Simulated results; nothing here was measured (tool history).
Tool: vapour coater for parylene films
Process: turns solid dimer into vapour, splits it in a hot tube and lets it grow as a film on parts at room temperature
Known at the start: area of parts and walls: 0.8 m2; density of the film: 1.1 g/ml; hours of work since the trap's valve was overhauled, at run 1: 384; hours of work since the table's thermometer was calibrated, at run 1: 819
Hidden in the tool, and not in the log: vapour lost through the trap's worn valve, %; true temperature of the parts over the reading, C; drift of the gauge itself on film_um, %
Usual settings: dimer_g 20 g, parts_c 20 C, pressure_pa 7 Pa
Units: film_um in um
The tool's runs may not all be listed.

run,hour,dimer_g,parts_c,pressure_pa,hours of work since the trap's valve was overhauled,hours of work since the table's thermometer was calibrated,film_um
1,0,20,20,7,384,819,11.86
2,25.2,20,20,7,405,840,11.98
3,49.8,20,20,7,425,860,12.01
4,86,15,20,7,455,890,8.75
5,113,20,20,9.57,478,912,10.83
# hour 120.1: trap's valve overhauled
6,139.5,20,20,9.57,16,931,12.05
7,169.6,20,20,7,41,956,12.88
8,201.6,20,20,6.19,67,982,13.08
# hour 232.9: table's thermometer calibrated
9,233.9,20,20,6.19,93,1,13.95
10,256.3,20,20,6.03,111,19,13.81
11,280.5,34,20,6.03,131,39,23.55
12,308,8,20,7,154,62,5.28
13,342.4,8,20,7,182,90,5.17
14,371.8,10,20,7,207,115,6.32
15,399.4,10,15,7,229,137,8.21
16,430.9,10,17,10.92,255,163,6.75
17,452.9,8,23,7.36,274,181,4.26
18,474,8,23,7.36,291,199,4.26
19,504.5,28,21,6.15,316,224,17.01
20,538.2,10,21,2.27,344,252,7.83
21,556.3,20,15,7.44,359,267,15.68
22,587.4,8,25,4.82,384,292,4.21
23,614.6,8,15,4.82,407,315,6.74
24,646.9,8,15,4.82,433,341,6.82
25,663.4,16,30,6.53,447,355,5.88
26,680.7,14,22,9.93,461,369,6.87

Forecast each of these 5 alternatives for the next run:
# hour 709.4: trap's valve overhauled
A,718,26,21,11.8,7,397,?
# hour 709.4: trap's valve overhauled
B,718,10,20,7,7,397,?
# hour 709.4: trap's valve overhauled
C,718,26,22,9.93,7,397,?
# hour 709.4: trap's valve overhauled
D,718,14,27,9.93,7,397,?
# hour 709.4: trap's valve overhauled
E,718,11,14,6.87,7,397,?

run,film_um
A,14.21
B,6.6
C,14.43
D,6.01
E,9.76
Without the tool's hidden state the same runs would have given:
run,film_um
A,14.68
B,6.82
C,14.9
D,6.2
E,10.08

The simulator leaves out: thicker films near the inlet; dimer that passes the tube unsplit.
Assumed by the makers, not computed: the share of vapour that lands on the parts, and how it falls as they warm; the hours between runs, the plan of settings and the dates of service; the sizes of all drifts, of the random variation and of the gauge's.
